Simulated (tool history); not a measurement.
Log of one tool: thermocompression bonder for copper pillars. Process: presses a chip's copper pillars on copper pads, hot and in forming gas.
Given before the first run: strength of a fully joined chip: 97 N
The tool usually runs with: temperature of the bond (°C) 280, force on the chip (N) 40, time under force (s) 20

run	day	temperature of the bond (°C)	force on the chip (N)	time under force (s)	force that shears a chip off (N)
1	0	280	40	20	59.4
2	0.554	280	40	20	60.5
3	1.567	280	40	20	59.4
4	2.3	280	40	10	47.5
5	3.1	280	40	10	47
# day 3.579: forming gas filter changed
6	3.733	273	40	20	62.5
7	4.8	273	40	20	62.2
8	5.608	273	40	20	61
9	6.596	273	40	20	62.9
10	7.746	273	34	20	55.1
11	8.921	273	34	20	56.3
12	9.654	273	34	20	55.4
13	10.525	309	40	20	70.1
14	11.067	254	40	20	51.4
15	12.021	304	46	13	66.7
16	13.142	304	46	13	65.8
# day 14.021: force cell calibrated
17	14.3	304	56	43	81.7
# day 14.471: heater calibrated with a thermocouple chip
18	15.304	304	33	16	58
19	16.042	304	33	16	56.6
# day 16.425: forming gas filter changed
20	16.658	304	33	16	64.3
21	17.908	304	33	16	64
# day 18.825: heater calibrated with a thermocouple chip, once more
22	18.875	301	60	11	69
23	19.992	278	54	45	79.1
24	20.692	280	40	33	68
25	21.654	295	27	11	44.9
26	22.321	295	27	11	44.9
27	23.546	295	27	11	45

Below are 3 alternative next runs, each starting from the tool's condition after run 27. Predict each:
A	24.183	262	41	20	?
B	24.183	281	46	11	?
C	24.183	252	27	55	?

run	force that shears a chip off (N)
A	52.7
B	53.4
C	55.2
What these runs would have given with no unlogged condition in the tool:
run	force that shears a chip off (N)
A	55.9
B	56.6
C	58.6
